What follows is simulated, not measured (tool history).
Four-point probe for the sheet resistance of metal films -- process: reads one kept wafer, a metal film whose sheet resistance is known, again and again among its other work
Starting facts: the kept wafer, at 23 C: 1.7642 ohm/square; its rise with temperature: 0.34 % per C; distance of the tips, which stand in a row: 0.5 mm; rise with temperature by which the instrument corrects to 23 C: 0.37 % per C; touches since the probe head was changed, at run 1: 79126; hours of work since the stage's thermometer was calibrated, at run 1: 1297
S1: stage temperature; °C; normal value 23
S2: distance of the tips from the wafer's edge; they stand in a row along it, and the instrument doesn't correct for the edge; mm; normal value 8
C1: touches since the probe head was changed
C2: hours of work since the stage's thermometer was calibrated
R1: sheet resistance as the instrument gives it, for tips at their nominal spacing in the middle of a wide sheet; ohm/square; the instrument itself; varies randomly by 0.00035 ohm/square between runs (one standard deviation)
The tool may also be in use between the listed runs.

| run | hour | S1 | S2 | C1 | C2 | R1 |
|---|---|---|---|---|---|---|
| 1 | 0.0 | 23 | 8 | 79126 | 1297 | 1.776297 |
| 2 | 43.1 | 23 | 8 | 80551 | 1325 | 1.776192 |
| 3 | 72.6 | 23 | 8 | 81527 | 1344 | 1.776475 |
| 4 | 125.4 | 23 | 61 | 83272 | 1377 | 1.773169 |
| 5 | 175.0 | 23 | 61 | 84910 | 1409 | 1.773833 |
| 6 | 204.0 | 23 | 28 | 85867 | 1427 | 1.773897 |
| 7 | 254.8 | 23 | 28 | 87548 | 1459 | 1.773565 |
| 8 | 292.1 | 33 | 8 | 88780 | 1483 | 1.772300 |
| 9 | 329.2 | 33 | 8 | 90007 | 1507 | 1.772771 |
| 10 | 376.2 | 23 | 6 | 91558 | 1536 | 1.781203 |
| 11 | 425.5 | 23 | 6 | 93190 | 1568 | 1.780925 |
| 12 | 473.9 | 23 | 6 | 94788 | 1599 | 1.781397 |
| 13 | 509.4 | 23 | 6 | 95962 | 1621 | 1.781554 |
| 14 | 536.7 | 23 | 6 | 96862 | 1638 | 1.781166 |
| 15 | 584.7 | 23 | 6 | 98449 | 1669 | 1.782080 |
| 16 | 620.7 | 23 | 6 | 99640 | 1692 | 1.781823 |
| 17 | 664.7 | 18 | 3 | 101095 | 1720 | 1.804587 |
| 18 | 701.4 | 18 | 3 | 102308 | 1743 | 1.804413 |
| 19 | 740.8 | 21 | 7 | 103609 | 1768 | 1.781985 |
| 20 | 767.2 | 21 | 7 | 104481 | 1785 | 1.781881 |
| 21 | 795.5 | 23 | 16 | 105418 | 1803 | 1.777623 |
| 22 | 821.0 | 21 | 57 | 106260 | 1819 | 1.776427 |
| 23 | 858.0 | 33 | 8 | 107484 | 1843 | 1.775072 |
| 24 | 898.1 | 18 | 7 | 108807 | 1868 | 1.783432 |
| 25 | 950.5 | 31 | 24 | 110541 | 1901 | 1.772719 |
| 26 | 975.4 | 34 | 13 | 111361 | 1917 | 1.772825 |
| 27 | 1026.1 | 25 | 10 | 113038 | 1949 | 1.778301 |
| 28 | 1077.0 | 23 | 5 | 114719 | 1982 | 1.786534 |
| 29 | 1125.1 | 32 | 74 | 116311 | 2012 | 1.772876 |
| 30 | 1173.2 | 23 | 50 | 117898 | 2043 | 1.778185 |
| 31 | 1204.4 | 23 | 50 | 118931 | 2063 | 1.777516 |

Difference, measured minus no-hidden-state, one row per run. Run-to-run variation is common to both terms; the gauge's own scatter need not be:
What the log doesn't record here: inner tips' distance over the nominal, %; tips' flats over new ones', %; wafer's true temperature over the reading, C; drift of the gauge itself on sheet_ohm, %.
| run | R1 |
|---|---|
| 1 | +0.008293 |
| 2 | +0.008461 |
| 3 | +0.008583 |
| 4 | +0.008789 |
| 5 | +0.009022 |
| 6 | +0.009148 |
| 7 | +0.009382 |
| 8 | +0.009493 |
| 9 | +0.009663 |
| 10 | +0.009968 |
| 11 | +0.010188 |
| 12 | +0.010394 |
| 13 | +0.010550 |
| 14 | +0.010652 |
| 15 | +0.010854 |
| 16 | +0.011004 |
| 17 | +0.011358 |
| 18 | +0.011517 |
| 19 | +0.011518 |
| 20 | +0.011646 |
| 21 | +0.011716 |
| 22 | +0.011825 |
| 23 | +0.011892 |
| 24 | +0.012206 |
| 25 | +0.012274 |
| 26 | +0.012356 |
| 27 | +0.012676 |
| 28 | +0.012966 |
| 29 | +0.013014 |
| 30 | +0.013335 |
| 31 | +0.013468 |

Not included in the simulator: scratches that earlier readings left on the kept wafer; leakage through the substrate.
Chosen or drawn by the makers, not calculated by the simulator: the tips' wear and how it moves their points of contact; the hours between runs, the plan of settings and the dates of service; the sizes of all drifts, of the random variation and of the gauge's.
